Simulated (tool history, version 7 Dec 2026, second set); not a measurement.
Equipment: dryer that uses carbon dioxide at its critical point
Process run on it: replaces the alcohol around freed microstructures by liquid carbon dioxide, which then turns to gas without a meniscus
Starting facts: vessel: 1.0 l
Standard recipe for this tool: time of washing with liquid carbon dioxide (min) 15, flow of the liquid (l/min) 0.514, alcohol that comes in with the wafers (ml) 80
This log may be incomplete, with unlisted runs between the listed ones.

| run | hour | time of washing with liquid carbon dioxide (min) | flow of the liquid (l/min) | alcohol that comes in with the wafers (ml) | alcohol left in the vessel before it's heated (ppm by volume) |
|---|---|---|---|---|---|
| 1 | 0 | 15 | 0.514 | 80 | 335 |
| 2 | 10.1 | 15 | 0.514 | 80 | 340 |
| 3 | 18.7 | 15 | 0.514 | 80 | 341 |
| 4 | 30.2 | 15 | 0.514 | 80 | 341 |
| 5 | 44.1 | 15 | 0.514 | 80 | 362 |
| 6 | 58 | 15 | 0.514 | 80 | 377 |
| 7 | 66.7 | 15 | 0.514 | 80 | 395 |
| 8 | 75.3 | 15 | 0.514 | 80 | 393 |
| 9 | 87.6 | 15 | 0.514 | 80 | 403 |
| 10 | 102.3 | 15 | 0.514 | 80 | 420 |
| 11 | 117.8 | 15 | 0.514 | 80 | 442 |
| 12 | 132.7 | 15 | 0.514 | 80 | 461 |
| 13 | 147.6 | 15 | 0.514 | 80 | 476 |
| 14 | 156.1 | 15 | 0.514 | 80 | 492 |
|  | 167.5 | inlet filter changed |
| 15 | 171.2 | 17 | 0.363 | 20 | 236 |
| 16 | 178.9 | 10 | 0.453 | 33 | 1147 |
| 17 | 192.8 | 10 | 0.453 | 33 | 1163 |
| 18 | 208.1 | 10 | 0.453 | 33 | 1180 |
| 19 | 222.2 | 11 | 0.324 | 35 | 2554 |
| 20 | 229.4 | 15 | 0.421 | 80 | 814 |
| 21 | 236.7 | 16 | 0.634 | 80 | 94 |
| 22 | 243.4 | 16 | 0.634 | 80 | 105 |
| 23 | 256.7 | 11 | 0.634 | 56 | 377 |
| 24 | 267.3 | 18 | 0.766 | 61 | 57 |
| 25 | 277 | 10 | 0.511 | 104 | 2688 |
| 26 | 285.4 | 15 | 0.506 | 39 | 237 |
| 27 | 301.6 | 15 | 0.506 | 39 | 247 |

Alternative continuations, all from the tool just after run 27; predict every row:
| A | 312 | 11 | 0.514 | 21 | ? |
| B | 312 | 10 | 0.812 | 29 | ? |
| C | 312 | 16 | 0.666 | 37 | ? |

| run | alcohol left in the vessel before it's heated (ppm by volume) |
|---|---|
| A | 433 |
| B | 147 |
| C | 88 |
With the hidden condition removed and each run's random variation left untouched, the same runs would have given:
| run | alcohol left in the vessel before it's heated (ppm by volume) |
|---|---|
| A | 286 |
| B | 61 |
| C | 20 |
